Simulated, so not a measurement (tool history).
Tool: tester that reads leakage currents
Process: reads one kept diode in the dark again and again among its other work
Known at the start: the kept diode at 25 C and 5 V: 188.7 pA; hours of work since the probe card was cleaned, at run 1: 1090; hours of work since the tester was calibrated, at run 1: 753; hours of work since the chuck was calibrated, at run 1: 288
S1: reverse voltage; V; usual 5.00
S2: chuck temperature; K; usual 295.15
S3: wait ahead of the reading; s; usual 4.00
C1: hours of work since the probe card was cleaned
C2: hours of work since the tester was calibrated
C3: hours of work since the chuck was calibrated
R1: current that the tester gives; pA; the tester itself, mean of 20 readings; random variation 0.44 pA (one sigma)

run,day,S1,S2,S3,C1,C2,C3,R1
1,0.000,5.00,295.15,4.00,1090,753,288,157.17
2,0.967,5.00,295.15,4.00,1104,767,302,156.88
3,1.779,5.00,295.15,4.00,1116,779,314,157.26
4,2.575,5.00,295.15,4.00,1128,791,326,156.76
5,3.700,5.00,295.15,4.00,1145,807,342,157.88
6,4.642,9.20,295.15,1.85,1158,821,356,213.91
# day 4.825: chuck's temperature calibrated
7,5.958,10.07,295.15,1.29,1177,839,17,226.77
8,6.808,10.07,295.15,1.29,1189,852,29,226.04
9,8.029,6.41,295.15,8.27,1207,870,47,180.86
10,8.754,6.41,295.15,8.27,1218,880,58,180.15

Forecast each of these 3 alternatives for the next run:
A,9.933,5.00,297.15,1.70,1235,898,75,?
B,9.933,3.67,295.15,6.63,1235,898,75,?
C,9.933,5.94,295.15,4.00,1235,898,75,?

run,R1
A,189.68
B,138.05
C,174.54
Without the tool's hidden state the same runs would have given:
run,R1
A,174.65
B,126.95
C,159.95

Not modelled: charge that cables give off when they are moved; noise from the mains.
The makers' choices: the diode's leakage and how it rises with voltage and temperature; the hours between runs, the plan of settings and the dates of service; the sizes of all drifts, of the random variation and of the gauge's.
